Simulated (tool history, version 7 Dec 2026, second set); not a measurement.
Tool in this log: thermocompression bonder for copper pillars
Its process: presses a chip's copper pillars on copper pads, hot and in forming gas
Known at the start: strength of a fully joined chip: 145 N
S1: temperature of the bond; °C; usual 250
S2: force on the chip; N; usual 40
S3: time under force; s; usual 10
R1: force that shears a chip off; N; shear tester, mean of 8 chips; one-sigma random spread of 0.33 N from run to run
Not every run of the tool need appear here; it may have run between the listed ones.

{"run": 1, "hour": 0.0, "S1": 250, "S2": 40, "S3": 10, "R1": 52.2}
{"run": 2, "hour": 16.5, "S1": 250, "S2": 40, "S3": 10, "R1": 51.6}
{"run": 3, "hour": 37.3, "S1": 250, "S2": 40, "S3": 10, "R1": 51.9}
{"run": 4, "hour": 52.4, "S1": 250, "S2": 47, "S3": 10, "R1": 61.9}
{"run": 5, "hour": 68.2, "S1": 221, "S2": 40, "S3": 10, "R1": 29.7}
{"run": 6, "hour": 93.1, "S1": 221, "S2": 40, "S3": 10, "R1": 29.7}
{"run": 7, "hour": 116.8, "S1": 221, "S2": 40, "S3": 10, "R1": 29.3}
{"hour": 120.6, "done": "force cell calibrated"}
{"run": 8, "hour": 144.7, "S1": 250, "S2": 40, "S3": 10, "R1": 54.6}
{"run": 9, "hour": 158.5, "S1": 250, "S2": 40, "S3": 10, "R1": 54.3}
{"run": 10, "hour": 181.0, "S1": 250, "S2": 40, "S3": 10, "R1": 54.1}
{"run": 11, "hour": 206.8, "S1": 250, "S2": 40, "S3": 10, "R1": 54.2}
{"run": 12, "hour": 218.0, "S1": 250, "S2": 40, "S3": 10, "R1": 53.8}
{"run": 13, "hour": 243.0, "S1": 250, "S2": 40, "S3": 18, "R1": 66.8}
{"run": 14, "hour": 255.2, "S1": 250, "S2": 41, "S3": 10, "R1": 55.5}
{"run": 15, "hour": 279.7, "S1": 250, "S2": 41, "S3": 10, "R1": 55.3}
{"run": 16, "hour": 295.8, "S1": 250, "S2": 41, "S3": 10, "R1": 55.3}
{"run": 17, "hour": 320.5, "S1": 263, "S2": 38, "S3": 22, "R1": 80.7}
{"run": 18, "hour": 342.8, "S1": 263, "S2": 38, "S3": 22, "R1": 80.2}
{"run": 19, "hour": 359.4, "S1": 278, "S2": 38, "S3": 22, "R1": 94.9}
{"run": 20, "hour": 384.7, "S1": 250, "S2": 40, "S3": 8, "R1": 48.4}
{"run": 21, "hour": 407.8, "S1": 250, "S2": 40, "S3": 8, "R1": 48.9}
{"hour": 411.4, "done": "heater calibrated with a thermocouple chip"}
{"run": 22, "hour": 424.8, "S1": 230, "S2": 28, "S3": 10, "R1": 25.2}
{"run": 23, "hour": 448.0, "S1": 224, "S2": 27, "S3": 10, "R1": 21}
{"run": 24, "hour": 470.2, "S1": 278, "S2": 36, "S3": 28, "R1": 98.4}
{"run": 25, "hour": 487.1, "S1": 250, "S2": 40, "S3": 17, "R1": 66.2}
{"run": 26, "hour": 510.7, "S1": 232, "S2": 37, "S3": 13, "R1": 40.8}
{"hour": 515.5, "done": "forming gas filter changed"}
{"hour": 531.1, "done": "heater calibrated with a thermocouple chip, once more"}
{"run": 27, "hour": 533.1, "S1": 232, "S2": 37, "S3": 13, "R1": 37.8}
{"run": 28, "hour": 560.5, "S1": 265, "S2": 36, "S3": 8, "R1": 53.8}
{"run": 29, "hour": 580.0, "S1": 274, "S2": 40, "S3": 12, "R1": 78.7}
{"run": 30, "hour": 597.3, "S1": 274, "S2": 40, "S3": 16, "R1": 86.2}
{"run": 31, "hour": 609.5, "S1": 267, "S2": 58, "S3": 16, "R1": 106.9}
{"run": 32, "hour": 634.6, "S1": 225, "S2": 40, "S3": 15, "R1": 38.2}

What if the next run were any one of these 3? Each begins from the tool's condition after run 32:
{"run": "A", "hour": 646.8, "S1": 237, "S2": 57, "S3": 15, "R1": "?"}
{"run": "B", "hour": 646.8, "S1": 221, "S2": 47, "S3": 15, "R1": "?"}
{"run": "C", "hour": 646.8, "S1": 225, "S2": 58, "S3": 15, "R1": "?"}

run=A R1=70.3
run=B R1=42.7
run=C R1=58.3
Without the tool's unlogged condition, the same runs would have read:
run=A R1=72.8
run=B R1=44.3
run=C R1=60.4

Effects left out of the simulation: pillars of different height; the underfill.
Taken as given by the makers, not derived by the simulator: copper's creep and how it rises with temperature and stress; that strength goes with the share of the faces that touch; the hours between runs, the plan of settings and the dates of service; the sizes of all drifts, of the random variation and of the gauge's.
